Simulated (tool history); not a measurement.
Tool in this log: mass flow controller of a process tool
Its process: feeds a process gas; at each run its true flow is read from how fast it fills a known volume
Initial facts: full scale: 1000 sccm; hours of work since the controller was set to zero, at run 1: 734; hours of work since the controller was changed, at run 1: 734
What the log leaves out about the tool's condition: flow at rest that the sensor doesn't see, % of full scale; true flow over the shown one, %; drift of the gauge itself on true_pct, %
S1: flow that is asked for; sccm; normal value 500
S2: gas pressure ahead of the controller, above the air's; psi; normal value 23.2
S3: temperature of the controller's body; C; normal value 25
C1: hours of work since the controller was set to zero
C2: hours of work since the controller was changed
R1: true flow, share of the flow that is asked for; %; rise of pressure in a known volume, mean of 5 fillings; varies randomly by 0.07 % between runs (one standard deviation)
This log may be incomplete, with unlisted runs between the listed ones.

run	hour	S1	S2	S3	C1	C2	R1
1	0.0	500	23.2	25	734	734	98.19
2	83.1	230	23.2	25	773	773	97.85
3	139.2	500	23.2	25	799	799	98.28
4	212.5	500	23.2	25	832	832	98.31
# hour 219.2: controller's zero set anew
5	323.0	500	23.2	25	48	883	98.40
6	389.0	500	23.2	25	78	914	98.14
7	451.0	500	23.2	25	107	942	98.25
# hour 457.4: controller's zero set anew, once more
8	540.4	500	23.2	25	38	983	97.81
9	662.0	557	38.1	26	94	1040	98.66
10	737.3	557	22.8	26	129	1074	97.91
11	811.5	780	29.2	26	164	1109	98.89
12	880.4	283	27.3	25	195	1140	97.39

Consider 4 possible next runs. They are alternatives, not a sequence: every one starts from the tool as it was left by run 12. What does each give?
A	981.1	585	23.2	23	242	1187	?
B	981.1	413	23.2	21	242	1187	?
C	981.1	500	23.2	29	242	1187	?
D	981.1	113	25.4	25	242	1187	?

run	R1
A	98.26
B	98.13
C	97.35
D	97.28
What these runs would have given with no unlogged condition in the tool:
run	R1
A	98.52
B	98.32
C	97.59
D	96.88
